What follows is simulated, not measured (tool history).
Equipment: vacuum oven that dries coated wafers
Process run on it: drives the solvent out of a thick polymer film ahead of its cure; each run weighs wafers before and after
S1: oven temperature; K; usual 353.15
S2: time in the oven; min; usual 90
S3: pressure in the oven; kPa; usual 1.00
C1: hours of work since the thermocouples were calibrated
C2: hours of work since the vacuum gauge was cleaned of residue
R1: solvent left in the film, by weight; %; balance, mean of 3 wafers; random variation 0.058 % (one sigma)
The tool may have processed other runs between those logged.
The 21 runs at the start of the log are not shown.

run 22 hour=383.9 | S1=353.15 S2=90 S3=2.02 | C1=906 C2=773 | R1=3.85
run 23 hour=408.6 | S1=362.15 S2=90 S3=3.35 | C1=925 C2=791 | R1=2.17
run 24 hour=428.8 | S1=362.15 S2=90 S3=3.35 | C1=940 C2=806 | R1=2.08
run 25 hour=446.9 | S1=362.15 S2=90 S3=3.35 | C1=953 C2=820 | R1=2.14
run 26 hour=459.1 | S1=365.15 S2=116 S3=1.00 | C1=963 C2=829 | R1=0.63
run 27 hour=480.2 | S1=353.15 S2=70 S3=1.10 | C1=978 C2=845 | R1=4.92
run 28 hour=502.1 | S1=353.15 S2=70 S3=1.10 | C1=995 C2=861 | R1=4.95
run 29 hour=517.5 | S1=353.15 S2=97 S3=0.51 | C1=1006 C2=873 | R1=3.02
run 30 hour=530.2 | S1=366.15 S2=97 S3=2.37 | C1=1016 C2=883 | R1=1.23
-- hour=552.0 oven's thermocouples calibrated
run 31 hour=554.8 | S1=353.15 S2=71 S3=1.20 | C1=2 C2=900 | R1=4.28
run 32 hour=573.7 | S1=354.15 S2=147 S3=3.21 | C1=16 C2=914 | R1=1.86
run 33 hour=595.9 | S1=354.15 S2=147 S3=3.21 | C1=33 C2=930 | R1=1.90
run 34 hour=606.8 | S1=365.15 S2=90 S3=2.16 | C1=41 C2=939 | R1=1.14
run 35 hour=625.1 | S1=363.15 S2=154 S3=0.95 | C1=55 C2=952 | R1=0.38
run 36 hour=637.7 | S1=363.15 S2=154 S3=0.95 | C1=64 C2=962 | R1=0.32
run 37 hour=650.0 | S1=363.15 S2=154 S3=0.95 | C1=74 C2=971 | R1=0.37

Each row is a separate what-if for the run after 37, all from the same tool condition, not one after another. Results?
run A hour=668.6 | S1=363.15 S2=154 S3=1.39 | C1=88 C2=985 | R1=?
run B hour=668.6 | S1=353.15 S2=90 S3=1.35 | C1=88 C2=985 | R1=?
run C hour=668.6 | S1=343.15 S2=90 S3=1.00 | C1=88 C2=985 | R1=?

run=A R1=0.56
run=B R1=3.15
run=C R1=5.81
Take away the tool's hidden state, keep each run's random variation, and the runs would have read:
run=A R1=0.48
run=B R1=3.02
run=C R1=5.65
